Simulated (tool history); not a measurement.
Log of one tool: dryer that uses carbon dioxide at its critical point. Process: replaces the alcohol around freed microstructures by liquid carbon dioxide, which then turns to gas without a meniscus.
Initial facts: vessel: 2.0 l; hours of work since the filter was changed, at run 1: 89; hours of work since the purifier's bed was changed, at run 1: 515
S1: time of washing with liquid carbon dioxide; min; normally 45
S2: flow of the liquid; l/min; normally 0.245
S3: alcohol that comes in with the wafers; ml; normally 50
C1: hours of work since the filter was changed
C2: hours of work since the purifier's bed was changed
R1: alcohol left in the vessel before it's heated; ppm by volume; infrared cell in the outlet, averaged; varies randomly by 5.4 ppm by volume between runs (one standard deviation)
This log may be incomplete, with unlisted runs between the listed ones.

Run 1, hour 0.0: usual settings; C1 89; C2 515. Result: R1 277 ppm by volume.
Run 2, hour 12.7: usual settings; C1 98; C2 524. Result: R1 290 ppm by volume.
Run 3, hour 29.2: usual settings; C1 111; C2 537. Result: R1 288 ppm by volume.
Run 4, hour 38.0: usual settings; C1 118; C2 544. Result: R1 294 ppm by volume.
Run 5, hour 56.7: usual settings; C1 132; C2 558. Result: R1 302 ppm by volume.
Run 6, hour 65.4: usual settings; C1 139; C2 565. Result: R1 294 ppm by volume.
Run 7, hour 79.0: usual settings; C1 149; C2 575. Result: R1 312 ppm by volume.
Run 8, hour 90.7: usual settings but S3 52 ml; C1 158; C2 584. Result: R1 320 ppm by volume.
Run 9, hour 107.5: usual settings but S3 52 ml; C1 171; C2 597. Result: R1 317 ppm by volume.
Run 10, hour 122.0: usual settings but S3 52 ml; C1 182; C2 608. Result: R1 323 ppm by volume.
Run 11, hour 135.3: usual settings but S2 0.211 l/min, S3 52 ml; C1 192; C2 618. Result: R1 521 ppm by volume.
Run 12, hour 146.0: usual settings but S2 0.211 l/min, S3 52 ml; C1 200; C2 626. Result: R1 532 ppm by volume.
Run 13, hour 157.2: usual settings but S2 0.211 l/min, S3 52 ml; C1 209; C2 635. Result: R1 535 ppm by volume.
Run 14, hour 169.4: usual settings but S1 39 min, S2 0.211 l/min, S3 52 ml; C1 218; C2 644. Result: R1 840 ppm by volume.

Estimate the outcome of run 15 from the log above:
Run 15, hour 187.8: usual settings but S1 43 min, S2 0.211 l/min, S3 47 ml; C1 232; C2 658. Result: R1 ?.

Run 15 yielded R1 571 ppm by volume.
If the tool had no hidden condition, the same run with the same run-to-run variation would have returned R1 320 ppm by volume.
